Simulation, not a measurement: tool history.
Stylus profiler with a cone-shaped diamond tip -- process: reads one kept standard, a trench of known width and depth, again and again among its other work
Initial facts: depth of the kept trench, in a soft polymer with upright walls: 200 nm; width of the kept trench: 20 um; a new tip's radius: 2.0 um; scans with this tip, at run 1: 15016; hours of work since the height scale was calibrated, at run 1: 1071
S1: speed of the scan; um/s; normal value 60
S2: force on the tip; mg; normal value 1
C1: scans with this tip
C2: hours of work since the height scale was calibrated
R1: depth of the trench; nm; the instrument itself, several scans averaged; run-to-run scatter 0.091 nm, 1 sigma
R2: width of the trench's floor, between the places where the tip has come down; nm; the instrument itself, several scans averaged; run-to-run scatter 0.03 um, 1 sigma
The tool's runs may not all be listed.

run    hour   S1    S2     C1    C2      R1     R2
  1       0   60     1  15016  1071  201.01  17070
  2    28.3   60   1.7  15244  1087  201.77  17110
  3    75.9   60  0.91  15627  1114  200.99  17010
  4     126   60  0.91  16031  1143  200.91  17040
  5   155.2   60  0.91  16266  1160  200.91  17040
  6   181.9   60  0.91  16481  1175  200.85  16980
  7   218.8   60  0.91  16779  1197  200.75  16980
  8   266.5   60  0.91  17163  1224  200.92  16950
  9   302.3   60  0.91  17451  1245  201.08  16960
 10   325.7  171  0.91  17640  1258  200.99  16210
 11   351.8   81     1  17850  1273  200.99  16840
 12   391.1   60  0.95  18167  1296  200.83  16950
 13   413.5   51     1  18347  1308  201.14  16980
      441.4  -- new tip fitted, height scale calibrated
 14   451.9   51     1     85     6  201.85  18030
 15   485.1   51     1    353    25  201.92  17920
 16   530.5   33     1    719    51  201.88  18030
 17   573.9   33     1   1068    76  201.88  17980
 18   620.3   33     1   1442   103  201.87  17980
 19     671   33  0.62   1851   132  201.47  17940
 20   719.5   33  0.62   2242   160  201.24  17880
 21     752   40     1   2503   178  201.86  17910
 22   799.5   60     1   2886   206  201.82  17720
 23   837.4   60     1   3191   228  201.76  17710
 24   878.7   41  1.61   3524   251   202.4  17910
 25   902.2   37     1   3713   265   201.7  17870
 26   926.4   60  1.08   3908   279  201.84  17710
 27   965.6   60  1.08   4224   301  201.85  17640
 28   994.4   57  0.63   4456   318  201.23  17540
 29  1039.9   57  0.63   4823   344  201.32  17590
 30  1063.9   26  1.51   5016   358  202.38  17870
 31  1114.9   26  1.51   5427   387  202.31  17800
 32  1163.7   26  1.51   5820   415  202.22  17840
 33  1195.2   38  1.51   6074   433  202.34  17680
 34  1233.3   38  1.51   6380   455  202.15  17730
 35  1280.8  145  0.37   6763   482   200.7  16440
 36  1317.4  145  0.37   7058   503  200.76  16380
 37  1338.3  145  0.37   7227   515  200.63  16400
 38  1377.9  225   1.7   7546   538  202.46  16780
 39  1418.2   59  2.52   7870   561  203.21  17600
 40  1458.8  223  0.66   8198   585  201.31  16100
 41  1494.1   95  0.53   8482   605  200.91  16970
 42  1522.6   93  2.01   8711   621  202.52  17350
 43  1567.8   93  2.01   9075   647  202.64  17380
 44  1604.5   93  2.01   9371   668  202.68  17370
 45  1636.5   60  0.89   9629   687  201.36  17430
 46  1665.7   16  0.37   9864   703  200.51  17570

What if the next run were any one of these 3? Each begins from the tool's condition after run 46:
  A  1700   63  0.61  10141  723   ?   ?
  B  1700  207  0.58  10141  723   ?   ?
  C  1700   32     1  10141  723   ?   ?

run      R1     R2
  A  200.88  17210
  B   200.9  16050
  C  201.44  17540
With no hidden state in the tool, these same runs would have given:
run      R1     R2
  A  201.29  17750
  B   201.3  16580
  C  201.84  18070

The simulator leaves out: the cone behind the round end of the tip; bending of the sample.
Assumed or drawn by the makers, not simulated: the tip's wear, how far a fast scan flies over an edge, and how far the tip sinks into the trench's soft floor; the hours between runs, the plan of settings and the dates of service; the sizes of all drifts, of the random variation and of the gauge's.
